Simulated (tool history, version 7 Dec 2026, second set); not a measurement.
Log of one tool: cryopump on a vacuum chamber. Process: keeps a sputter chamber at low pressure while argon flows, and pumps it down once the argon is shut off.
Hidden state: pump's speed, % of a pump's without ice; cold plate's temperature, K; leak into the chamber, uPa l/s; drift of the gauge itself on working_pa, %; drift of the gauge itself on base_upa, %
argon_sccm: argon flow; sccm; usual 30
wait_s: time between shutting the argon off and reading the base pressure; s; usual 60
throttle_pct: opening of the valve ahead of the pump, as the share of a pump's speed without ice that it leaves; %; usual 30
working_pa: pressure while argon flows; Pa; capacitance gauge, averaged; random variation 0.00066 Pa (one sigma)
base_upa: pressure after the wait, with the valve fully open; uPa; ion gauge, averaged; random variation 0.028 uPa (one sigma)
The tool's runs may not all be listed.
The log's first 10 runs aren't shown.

run,hour,argon_sccm,wait_s,throttle_pct,hours of work since the pump was warmed up and emptied,hours of work since the cold head was overhauled,hours of work since the chamber's fittings were tightened,working_pa,base_upa
11,617.7,30,60,40,51,1642,1049,0.0812,1.60
12,672.1,30,60,20,80,1670,1078,0.1638,1.62
13,744.3,30,60,30,117,1708,1115,0.1101,1.68
14,784.3,30,60,30,138,1729,1136,0.1110,1.61
15,851.7,30,60,30,173,1764,1171,0.1111,1.64
16,928.1,30,60,30,213,1804,1211,0.1110,1.71
17,987.9,51,60,30,244,1835,1242,0.1900,1.74
18,1043.7,25,25,19,273,1864,1271,0.1469,3.35
19,1122.9,25,25,19,315,1905,1313,0.1468,3.30
20,1182.8,30,229,22,346,1936,1344,0.1519,0.96
21,1220.3,36,59,21,366,1956,1363,0.1943,1.81
22,1264.7,31,60,30,389,1979,1386,0.1162,1.77
23,1321.2,43,35,43,418,2008,1416,0.1169,2.63
24,1355.8,24,119,30,436,2026,1434,0.0918,1.27
25,1409.3,24,119,30,464,2054,1462,0.0918,1.25
26,1491.1,26,64,30,507,2097,1504,0.1006,1.76
27,1560.6,14,86,32,543,2133,1541,0.0510,1.55
28,1630.3,14,86,32,579,2170,1577,0.0518,1.49
29,1703.6,14,86,32,617,2208,1615,0.0517,1.57
30,1774.5,51,271,32,654,2245,1652,0.1892,1.06
31,1828.7,30,170,15,683,2273,1680,0.2283,1.22
32,1884.1,41,37,50,711,2302,1709,0.1041,2.69
33,1952.8,18,196,30,747,2338,1745,0.0723,1.24

Forecast each of these 4 alternatives for the next run:
# hour 1997.4: pump warmed up, emptied and cooled again
A,2011.8,30,91,30,7,2366,1773,?,?
# hour 1997.4: pump warmed up, emptied and cooled again
B,2011.8,28,78,32,7,2366,1773,?,?
# hour 1997.4: pump warmed up, emptied and cooled again
C,2011.8,56,234,55,7,2366,1773,?,?
# hour 1997.4: pump warmed up, emptied and cooled again
D,2011.8,50,125,45,7,2366,1773,?,?

run,working_pa,base_upa
A,0.1084,1.43
B,0.0953,1.57
C,0.1114,0.94
D,0.1207,1.18
Without the tool's hidden state the same runs would have given:
run,working_pa,base_upa
A,0.1077,0.94
B,0.0946,1.07
C,0.1101,0.46
D,0.1195,0.71

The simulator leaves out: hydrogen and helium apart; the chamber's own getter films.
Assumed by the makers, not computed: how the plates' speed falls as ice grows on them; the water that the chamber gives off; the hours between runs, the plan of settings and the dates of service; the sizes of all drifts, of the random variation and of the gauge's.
